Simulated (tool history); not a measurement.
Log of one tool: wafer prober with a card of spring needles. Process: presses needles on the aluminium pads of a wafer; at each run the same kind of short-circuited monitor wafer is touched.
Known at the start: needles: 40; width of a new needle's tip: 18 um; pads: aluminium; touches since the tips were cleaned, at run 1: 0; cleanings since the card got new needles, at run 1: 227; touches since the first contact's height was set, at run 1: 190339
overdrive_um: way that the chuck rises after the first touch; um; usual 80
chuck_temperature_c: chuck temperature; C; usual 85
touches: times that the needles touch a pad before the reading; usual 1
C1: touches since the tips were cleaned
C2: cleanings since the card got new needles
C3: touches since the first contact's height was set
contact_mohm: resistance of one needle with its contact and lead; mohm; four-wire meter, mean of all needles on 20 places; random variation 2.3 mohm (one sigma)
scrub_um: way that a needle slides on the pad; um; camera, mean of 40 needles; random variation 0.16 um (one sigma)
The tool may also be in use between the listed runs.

Run 1, hour 0.0: usual settings; C1 0; C2 227; C3 190339. Result: contact_mohm 264 mohm, scrub_um 14.31 um.
At hour 4.6: tips cleaned on abrasive film.
At hour 9.2: tips cleaned on abrasive film.
At hour 13.8: tips cleaned on abrasive film.
At hour 18.4: tips cleaned on abrasive film.
Run 2, hour 21.8: usual settings; C1 1930; C2 231; C3 202406. Result: contact_mohm 293 mohm, scrub_um 14.36 um.
At hour 23.0: tips cleaned on abrasive film.
At hour 27.6: tips cleaned on abrasive film.
At hour 32.2: tips cleaned on abrasive film.
Run 3, hour 33.6: usual settings but touches 3; C1 810; C2 234; C3 208904. Result: contact_mohm 270 mohm, scrub_um 14.13 um.
At hour 37.1: tips cleaned on abrasive film.
At hour 41.7: tips cleaned on abrasive film.
At hour 46.3: tips cleaned on abrasive film.
At hour 46.6: height of the first contact set anew.
At hour 51.2: tips cleaned on abrasive film.
At hour 55.8: tips cleaned on abrasive film.
Run 4, hour 55.8: usual settings; C1 19; C2 239; C3 5088. Result: contact_mohm 267 mohm, scrub_um 15.96 um.
At hour 60.5: tips cleaned on abrasive film.
At hour 65.0: tips cleaned on abrasive film.
At hour 69.6: tips cleaned on abrasive film.
Run 5, hour 72.5: usual settings but overdrive_um 61 um; C1 1639; C2 242; C3 14354. Result: contact_mohm 304 mohm, scrub_um 11.91 um.
At hour 74.9: tips cleaned on abrasive film.
At hour 79.5: tips cleaned on abrasive film.
At hour 85.2: tips cleaned on abrasive film.
At hour 89.8: tips cleaned on abrasive film.
At hour 94.4: tips cleaned on abrasive film.
At hour 99.1: tips cleaned on abrasive film.
Run 6, hour 99.1: usual settings; C1 0; C2 248; C3 28967. Result: contact_mohm 265 mohm, scrub_um 15.56 um.
At hour 104.8: tips cleaned on abrasive film.
At hour 110.5: tips cleaned on abrasive film.
At hour 116.2: tips cleaned on abrasive film.
At hour 120.8: tips cleaned on abrasive film.
Run 7, hour 125.1: usual settings but chuck_temperature_c 54 C; C1 2432; C2 252; C3 43424. Result: contact_mohm 286 mohm, scrub_um 15.45 um.
At hour 126.3: tips cleaned on abrasive film.
At hour 130.9: tips cleaned on abrasive film.
At hour 135.5: tips cleaned on abrasive film.
Run 8, hour 138.7: usual settings but chuck_temperature_c 54 C; C1 1773; C2 255; C3 50898. Result: contact_mohm 285 mohm, scrub_um 15.45 um.
At hour 141.0: tips cleaned on abrasive film.
At hour 146.7: tips cleaned on abrasive film.
At hour 151.3: tips cleaned on abrasive film.
At hour 155.9: tips cleaned on abrasive film.
At hour 160.5: tips cleaned on abrasive film.
Run 9, hour 163.0: usual settings but chuck_temperature_c 54 C; C1 1379; C2 260; C3 64313. Result: contact_mohm 276 mohm, scrub_um 15.17 um.
At hour 165.3: tips cleaned on abrasive film.
At hour 171.0: tips cleaned on abrasive film.
At hour 175.6: tips cleaned on abrasive film.
At hour 180.2: tips cleaned on abrasive film.
Run 10, hour 180.3: usual settings but chuck_temperature_c 54 C; C1 46; C2 264; C3 73864. Result: contact_mohm 259 mohm, scrub_um 15.32 um.
At hour 184.9: tips cleaned on abrasive film.
At hour 189.5: tips cleaned on abrasive film.
At hour 194.1: tips cleaned on abrasive film.
Run 11, hour 195.5: usual settings but chuck_temperature_c 47 C; C1 797; C2 267; C3 82263. Result: contact_mohm 271 mohm, scrub_um 14.90 um.
At hour 199.0: tips cleaned on abrasive film.
At hour 203.6: tips cleaned on abrasive film.
At hour 208.2: tips cleaned on abrasive film.
Run 12, hour 210.7: usual settings but chuck_temperature_c 30 C; C1 1413; C2 270; C3 90645. Result: contact_mohm 270 mohm, scrub_um 14.91 um.
At hour 213.0: tips cleaned on abrasive film.
At hour 217.6: tips cleaned on abrasive film.
At hour 222.2: tips cleaned on abrasive film.
At hour 226.8: tips cleaned on abrasive film.
Run 13, hour 230.9: usual settings but chuck_temperature_c 30 C; C1 2286; C2 274; C3 101798. Result: contact_mohm 281 mohm, scrub_um 15.21 um.
At hour 232.1: tips cleaned on abrasive film.
At hour 236.7: tips cleaned on abrasive film.
At hour 241.3: tips cleaned on abrasive film.
At hour 247.0: tips cleaned on abrasive film.
At hour 251.6: tips cleaned on abrasive film.
Run 14, hour 251.7: usual settings but overdrive_um 94 um; C1 74; C2 279; C3 113276. Result: contact_mohm 264 mohm, scrub_um 18.04 um.
At hour 256.3: tips cleaned on abrasive film.
At hour 260.9: tips cleaned on abrasive film.
At hour 265.5: tips cleaned on abrasive film.
Run 15, hour 267.5: usual settings but overdrive_um 94 um; C1 1150; C2 282; C3 122032. Result: contact_mohm 276 mohm, scrub_um 17.53 um.
At hour 271.0: tips cleaned on abrasive film.
At hour 275.6: tips cleaned on abrasive film.
At hour 280.2: tips cleaned on abrasive film.
At hour 284.8: tips cleaned on abrasive film.
Run 16, hour 287.0: usual settings but overdrive_um 94 um; C1 1263; C2 286; C3 132797. Result: contact_mohm 280 mohm, scrub_um 17.74 um.
At hour 290.5: tips cleaned on abrasive film.
At hour 295.1: tips cleaned on abrasive film.
At hour 299.7: tips cleaned on abrasive film.
At hour 304.3: tips cleaned on abrasive film.
At hour 310.0: tips cleaned on abrasive film.
At hour 314.9: tips cleaned on abrasive film.
Run 17, hour 314.9: usual settings but overdrive_um 88 um, chuck_temperature_c 119 C; C1 0; C2 292; C3 148169. Result: contact_mohm 281 mohm, scrub_um 16.34 um.
At hour 319.5: tips cleaned on abrasive film.
At hour 324.1: tips cleaned on abrasive film.
At hour 328.7: tips cleaned on abrasive film.
Run 18, hour 328.9: usual settings but overdrive_um 88 um, chuck_temperature_c 119 C; C1 100; C2 295; C3 155874. Result: contact_mohm 278 mohm, scrub_um 16.46 um.
At hour 333.5: tips cleaned on abrasive film.
At hour 338.1: tips cleaned on abrasive film.
At hour 342.7: tips cleaned on abrasive film.
At hour 347.3: tips cleaned on abrasive film.
At hour 351.8: tips cleaned on abrasive film.
Run 19, hour 353.7: usual settings but overdrive_um 88 um, chuck_temperature_c 83 C; C1 1038; C2 300; C3 169582. Result: contact_mohm 277 mohm, scrub_um 16.02 um.
At hour 357.2: tips cleaned on abrasive film.
At hour 362.9: tips cleaned on abrasive film.
Run 20, hour 366.1: usual settings but overdrive_um 88 um, chuck_temperature_c 83 C; C1 1801; C2 302; C3 176451. Result: contact_mohm 290 mohm, scrub_um 15.99 um.
At hour 368.4: tips cleaned on abrasive film.
At hour 373.0: tips cleaned on abrasive film.
At hour 377.6: tips cleaned on abrasive film.
Run 21, hour 381.6: usual settings but overdrive_um 88 um, chuck_temperature_c 83 C; C1 2270; C2 305; C3 185056. Result: contact_mohm 300 mohm, scrub_um 15.69 um.
At hour 382.9: tips cleaned on abrasive film.
At hour 387.5: tips cleaned on abrasive film.
At hour 392.1: tips cleaned on abrasive film.
At hour 397.8: tips cleaned on abrasive film.
At hour 402.4: tips cleaned on abrasive film.
Run 22, hour 405.0: usual settings but overdrive_um 97 um; C1 1498; C2 310; C3 197956. Result: contact_mohm 279 mohm, scrub_um 17.76 um.
At hour 407.4: tips cleaned on abrasive film.
At hour 413.1: tips cleaned on abrasive film.
At hour 418.8: tips cleaned on abrasive film.
At hour 423.4: tips cleaned on abrasive film.
Run 23, hour 427.6: usual settings but overdrive_um 97 um, chuck_temperature_c 100 C; C1 2352; C2 314; C3 210444. Result: contact_mohm 294 mohm, scrub_um 17.38 um.
At hour 428.8: tips cleaned on abrasive film.
At hour 434.5: tips cleaned on abrasive film.
At hour 438.2: height of the first contact set anew.
At hour 439.4: tips cleaned on abrasive film.
At hour 445.1: tips cleaned on abrasive film.
At hour 449.7: tips cleaned on abrasive film.
Run 24, hour 454.1: usual settings but overdrive_um 88 um, chuck_temperature_c 28 C, touches 2; C1 2469; C2 319; C3 8804. Result: contact_mohm 267 mohm, scrub_um 17.02 um.
At hour 455.3: tips cleaned on abrasive film.
At hour 459.9: tips cleaned on abrasive film.
At hour 465.6: tips cleaned on abrasive film.
At hour 470.2: tips cleaned on abrasive film.
At hour 474.8: tips cleaned on abrasive film.
Run 25, hour 477.8: usual settings but chuck_temperature_c 28 C; C1 1651; C2 324; C3 21857. Result: contact_mohm 279 mohm, scrub_um 15.59 um.

Forecast each of these 3 alternatives for the next run:
At hour 480.1: tips cleaned on abrasive film.
At hour 484.7: tips cleaned on abrasive film.
At hour 489.3: tips cleaned on abrasive film.
At hour 493.9: tips cleaned on abrasive film.
At hour 498.5: tips cleaned on abrasive film.
At hour 503.1: tips cleaned on abrasive film.
Run A, hour 503.2: usual settings but overdrive_um 68 um, chuck_temperature_c 28 C; C1 76; C2 330; C3 35869. Result: contact_mohm ?, scrub_um ?.
At hour 480.1: tips cleaned on abrasive film.
At hour 484.7: tips cleaned on abrasive film.
At hour 489.3: tips cleaned on abrasive film.
At hour 493.9: tips cleaned on abrasive film.
At hour 498.5: tips cleaned on abrasive film.
At hour 503.1: tips cleaned on abrasive film.
Run B, hour 503.2: usual settings but chuck_temperature_c 26 C; C1 76; C2 330; C3 35869. Result: contact_mohm ?, scrub_um ?.
At hour 480.1: tips cleaned on abrasive film.
At hour 484.7: tips cleaned on abrasive film.
At hour 489.3: tips cleaned on abrasive film.
At hour 493.9: tips cleaned on abrasive film.
At hour 498.5: tips cleaned on abrasive film.
At hour 503.1: tips cleaned on abrasive film.
Run C, hour 503.2: usual settings but chuck_temperature_c 58 C; C1 76; C2 330; C3 35869. Result: contact_mohm ?, scrub_um ?.

run  contact_mohm  scrub_um
  A           259     13.27
  B           255     15.56
  C           259     15.56
Without the tool's hidden state the same runs would have given:
run  contact_mohm  scrub_um
  A           246     13.53
  B           245     15.82
  C           248     15.82
